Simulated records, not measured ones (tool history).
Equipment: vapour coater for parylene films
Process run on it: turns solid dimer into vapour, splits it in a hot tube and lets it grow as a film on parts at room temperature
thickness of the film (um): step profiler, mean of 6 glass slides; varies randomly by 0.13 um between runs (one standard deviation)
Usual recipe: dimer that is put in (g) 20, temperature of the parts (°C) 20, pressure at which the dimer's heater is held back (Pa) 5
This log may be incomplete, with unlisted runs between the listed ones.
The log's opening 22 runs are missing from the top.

run,hour,dimer that is put in (g),temperature of the parts (°C),pressure at which the dimer's heater is held back (Pa),hours of work since the trap's valve was overhauled,hours of work since the table's thermometer was calibrated,thickness of the film (um)
# hour 1297.1: trap's valve overhauled
23,1327.6,20,20,5,21,632,15.95
24,1397.8,20,20,5,68,679,15.73
25,1464.2,20,20,5,112,723,15.48
26,1502.4,19,23,2.12,138,749,16.1
27,1572.7,15,29,7.97,185,796,9.07
28,1615.5,20,13,5,214,825,16.95
29,1657.8,20,13,5,242,854,16.74
30,1725.9,20,13,5,288,899,16.45
# hour 1751.3: trap's valve overhauled
31,1769.7,20,13,5,12,926,18.4
32,1840.7,20,13,5,60,974,18.13
33,1885.1,20,17,11.95,90,1004,14.57
34,1937.3,23,18,11.69,125,1039,16.56
35,2015.6,23,18,5.5,178,1091,18.09
36,2070.5,23,18,5.5,215,1128,17.78
37,2102.8,23,18,5.5,236,1150,17.57
38,2135.7,33,21,6.2,258,1172,22.98
39,2179.7,33,21,6.2,288,1202,22.74
# hour 2206.3: trap's valve overhauled
40,2261.4,22,20,9.58,37,1254,16.21
41,2306.4,22,30,8.67,67,1284,13.58
42,2339.7,17,20,11.38,90,1307,11.92
43,2398.9,24,13,5,130,1346,21.16
44,2444.6,20,30,2.9,160,1377,14.1
45,2490,20,30,2.9,191,1408,14.19
46,2552.1,29,30,3.72,232,1449,19.3
47,2587.8,29,30,3.72,257,1473,19.21

Consider 4 possible next runs. They are alternatives, not a sequence: every one starts from the tool as it was left by run 47. What does each give?
A,2644.9,12,23,5,295,1512,?
B,2644.9,16,20,5,295,1512,?
C,2644.9,34,30,3.72,295,1512,?
D,2644.9,19,24,3.13,295,1512,?

run,thickness of the film (um)
A,8.41
B,11.86
C,21.9
D,14.06
Take away the tool's hidden state, keep each run's random variation, and the runs would have read:
run,thickness of the film (um)
A,9.25
B,13.03
C,24.07
D,15.45

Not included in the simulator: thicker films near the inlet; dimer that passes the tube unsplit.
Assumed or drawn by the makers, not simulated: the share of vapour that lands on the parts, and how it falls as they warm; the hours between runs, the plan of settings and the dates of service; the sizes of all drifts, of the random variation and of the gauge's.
